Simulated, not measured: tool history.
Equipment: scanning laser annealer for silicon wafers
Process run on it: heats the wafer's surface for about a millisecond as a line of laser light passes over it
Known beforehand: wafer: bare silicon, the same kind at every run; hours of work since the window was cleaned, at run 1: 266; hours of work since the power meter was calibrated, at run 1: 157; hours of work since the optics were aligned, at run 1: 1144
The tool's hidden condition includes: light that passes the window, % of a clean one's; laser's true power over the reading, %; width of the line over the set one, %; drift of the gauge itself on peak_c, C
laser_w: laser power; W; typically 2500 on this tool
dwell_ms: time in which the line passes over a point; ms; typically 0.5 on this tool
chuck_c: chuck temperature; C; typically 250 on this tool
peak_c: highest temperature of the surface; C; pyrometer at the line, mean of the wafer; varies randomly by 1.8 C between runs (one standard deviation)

run     day  laser_w  dwell_ms  chuck_c  hours of work since the window was cleaned  hours of work since the power meter was calibrated  hours of work since the optics were aligned  peak_c
  1       0     2500       0.5      250                                         266                                                 157                                         1144    1001
  2   0.908     2500       0.5      250                                         283                                                 174                                         1161     999
  3   1.938     2500       0.5      250                                         303                                                 194                                         1181    1001
      2.971  -- window over the wafer cleaned
  4     3.2     2500       0.5      250                                           4                                                 216                                         1203    1007
  5   5.083     2500       0.5      250                                          40                                                 252                                         1239    1003
  6   7.183     2500       0.5      250                                          80                                                 292                                         1279    1004
  7   8.125     2432       0.5      250                                          98                                                 310                                         1297     981
  8   9.938     2432       0.5      250                                         133                                                 345                                         1332     980
  9    11.5     2500       0.5      250                                         163                                                 375                                         1362    1001
 10  12.933     2500       0.5      250                                         190                                                 402                                         1389    1003
     14.646  -- optics aligned, line set to its width
 11  14.671     2500       0.5      250                                         220                                                 432                                            1    1004
 12   16.35     2500       0.5      250                                         252                                                 464                                           33    1004
 13  18.258     2320       0.5      246                                         288                                                 500                                           69     934
 14  19.675     2126       0.5      250                                         315                                                 527                                           96     879
     20.075  -- window over the wafer cleaned
 15  21.421     2126       0.5      250                                          26                                                 559                                          128     879
 16  23.233     2163     0.461      222                                          60                                                 593                                          162     836
 17  24.675     2163     0.461      222                                          88                                                 621                                          190     838
 18  26.442     2163     0.461      222                                         122                                                 655                                          224     837
 19  27.683     2163     0.461      222                                         145                                                 678                                          247     837
 20  29.358     2500       0.5      282                                         177                                                 710                                          279    1038
 21  31.083     2500       0.5      282                                         210                                                 743                                          312    1038
 22  32.712     2582     0.527      250                                         241                                                 775                                          344    1050
 23  33.671     2500     0.545      257                                         260                                                 793                                          362    1041

Across each entry between runs, compare the hidden state at the last listed run before it with the hidden state at the first listed run after it:
Run 3 -> run 4: window over the wafer cleaned (day 2.971)
  light that passes the window, % of a clean one's: 99.91 -> 99.99
Run 10 -> run 11: optics aligned, line set to its width (day 14.646)
  light that passes the window, % of a clean one's: 99.94 -> 99.93; width of the line over the set one, %: 0.05 -> 0
Run 14 -> run 15: window over the wafer cleaned (day 20.075)
  light that passes the window, % of a clean one's: 99.9 -> 99.98; width of the line over the set one, %: 0 -> 0.01
